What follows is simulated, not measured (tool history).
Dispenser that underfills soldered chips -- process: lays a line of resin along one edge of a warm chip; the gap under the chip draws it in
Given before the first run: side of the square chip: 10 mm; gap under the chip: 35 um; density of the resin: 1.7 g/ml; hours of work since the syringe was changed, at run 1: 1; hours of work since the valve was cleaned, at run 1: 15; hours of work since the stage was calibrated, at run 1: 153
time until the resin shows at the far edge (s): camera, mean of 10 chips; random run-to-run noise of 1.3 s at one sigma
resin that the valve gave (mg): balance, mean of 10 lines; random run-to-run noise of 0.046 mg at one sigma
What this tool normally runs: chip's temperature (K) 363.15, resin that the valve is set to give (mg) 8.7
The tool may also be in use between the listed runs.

run,hour,chip's temperature (K),resin that the valve is set to give (mg),hours of work since the syringe was changed,hours of work since the valve was cleaned,hours of work since the stage was calibrated,time until the resin shows at the far edge (s),resin that the valve gave (mg)
1,0,363.15,8.7,1,15,153,142.8,8.71
2,4.4,363.15,8.7,4,18,157,169.6,8.49
3,9.9,363.15,8.7,8,22,160,215.1,8.59
# hour 12.2: new syringe of resin
4,14.3,363.15,8.7,2,25,164,150.5,8.6
5,17.3,363.15,8.7,4,27,166,167.1,8.49
6,22.1,363.15,8.7,7,31,169,206.1,8.57
# hour 25.6: new syringe of resin
7,27.9,363.15,8.7,2,35,173,151.9,8.44
8,30.5,363.15,8.7,4,37,175,167,8.54
9,34.2,363.15,8.7,6,40,178,196.4,8.5
# hour 39.1: new syringe of resin
10,39.5,363.15,8.7,0,43,182,137.9,8.53
11,44,363.15,8.7,4,47,185,166.1,8.46
12,47.9,363.15,8.7,6,49,188,193.5,8.47
13,52,363.15,8.7,9,52,191,225.3,8.49
# hour 52.6: new syringe of resin
14,56.6,363.15,8.7,3,56,194,160,8.49
15,60.7,363.15,8.11,6,59,197,194.7,7.89
16,64.9,363.15,8.11,9,62,200,225.4,7.79
# hour 66.1: new syringe of resin
17,68.6,363.15,8.11,2,64,202,157.4,7.81
18,72.8,373.15,8.7,5,67,205,128,8.39
19,75.5,372.15,11.15,7,69,207,140.9,10.68
# hour 79.6: new syringe of resin
20,80.6,355.15,9.58,1,73,211,185.4,9.17
21,85,355.15,9.58,4,76,214,217.8,9.25
22,89.1,363.15,10.73,7,79,217,193.6,10.4
23,91.6,359.15,8.54,9,81,219,256.9,8.11
# hour 93.1: new syringe of resin
24,95.4,359.15,8.54,2,83,221,173.4,8.14
25,97.9,355.15,9.56,4,85,223,216,9.07
26,101.5,358.15,10.61,6,88,226,221.9,10.06
# hour 106.5: new syringe of resin
27,107.2,358.15,8.15,1,92,230,176.7,7.71
28,111.6,368.15,8.79,4,95,233,145.1,8.33
29,116,348.15,8.12,7,98,236,367.5,7.65
# hour 120: new syringe of resin
30,121.5,348.15,8.12,1,102,240,257.8,7.69
# hour 126.7: dispensing valve cleaned and set on the balance
31,126.8,350.15,7.54,4,0,243,291.6,7.62
32,130.8,366.15,8.58,7,3,246,185.4,8.5
# hour 134.5: new syringe of resin
33,136.9,371.15,10.6,2,7,250,110.2,10.58
34,141.2,371.15,10.6,5,10,253,132.9,10.6
35,144.1,371.15,8.32,7,12,256,152.8,8.24

4 ways to go on from here, each from the tool as it stands after run 35. What would each give?
A,146.9,348.15,7.72,9,15,258,?,?
B,146.9,371.15,8.82,9,15,258,?,?
C,146.9,371.15,8.73,9,15,258,?,?
D,146.9,363.15,7.52,9,15,258,?,?

run,time until the resin shows at the far edge (s),resin that the valve gave (mg)
A,390.8,7.67
B,173.3,8.78
C,172,8.71
D,231.1,7.4
With the hidden condition removed and each run's random variation left untouched, the same runs would have given:
run,time until the resin shows at the far edge (s),resin that the valve gave (mg)
A,227.6,7.74
B,101.6,8.85
C,101,8.78
D,135.1,7.46

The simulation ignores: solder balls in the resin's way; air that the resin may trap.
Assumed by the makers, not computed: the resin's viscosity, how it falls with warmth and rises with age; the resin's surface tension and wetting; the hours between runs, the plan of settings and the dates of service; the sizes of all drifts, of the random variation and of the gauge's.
